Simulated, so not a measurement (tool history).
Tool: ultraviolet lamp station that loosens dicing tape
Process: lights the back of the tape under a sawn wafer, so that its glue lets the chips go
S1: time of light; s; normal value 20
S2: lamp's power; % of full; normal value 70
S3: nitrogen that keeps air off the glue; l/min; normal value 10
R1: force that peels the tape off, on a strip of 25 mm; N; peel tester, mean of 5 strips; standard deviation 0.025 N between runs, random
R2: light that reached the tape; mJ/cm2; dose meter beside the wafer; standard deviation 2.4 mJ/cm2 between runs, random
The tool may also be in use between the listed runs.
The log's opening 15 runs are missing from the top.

run    hour  S1  S2  S3     R1   R2
 16   536.5  20  83  10  1.543  227
 17   584.6  20  83  10  1.579  231
 18   606.3  20  86  10  1.436  232
 19   637.7  20  89  10  1.402  236
 20   667.5  20  70  10  2.109  187
 21   694.7  20  70  10  2.123  186
 22   725.0  20  70   3  3.730  184
 23   749.4  20  70  10  2.140  182
 24   780.0  19  70   3  4.042  171
 25   803.1  19  70   3  3.919  178
 26   828.7  26  70  19  0.989  237
 27   851.8  20  72   7  2.549  188
 28   878.5  27  81   3  2.335  281
 29   908.4  27  81   3  2.314  281
 30   946.1  27  81   3  2.360  276
 31   982.1  14  70   7  3.982  122
 32  1032.9  22  97  13  0.940  264
 33  1076.3  17  70  16  2.404  145
 34  1118.2  11  79   7  4.450  105
 35  1141.1  40  70  12  0.563  342
 36  1185.2  27  70  10  1.495  234

Run 37 comes next. What will it give?
 37  1220.0  27  70  10   ?   ?

Run 37 gave R1 1.574 N, R2 232 mJ/cm2.
The same run, on a tool lacking any hidden state, would have yielded R1 0.627 N, R2 356 mJ/cm2.
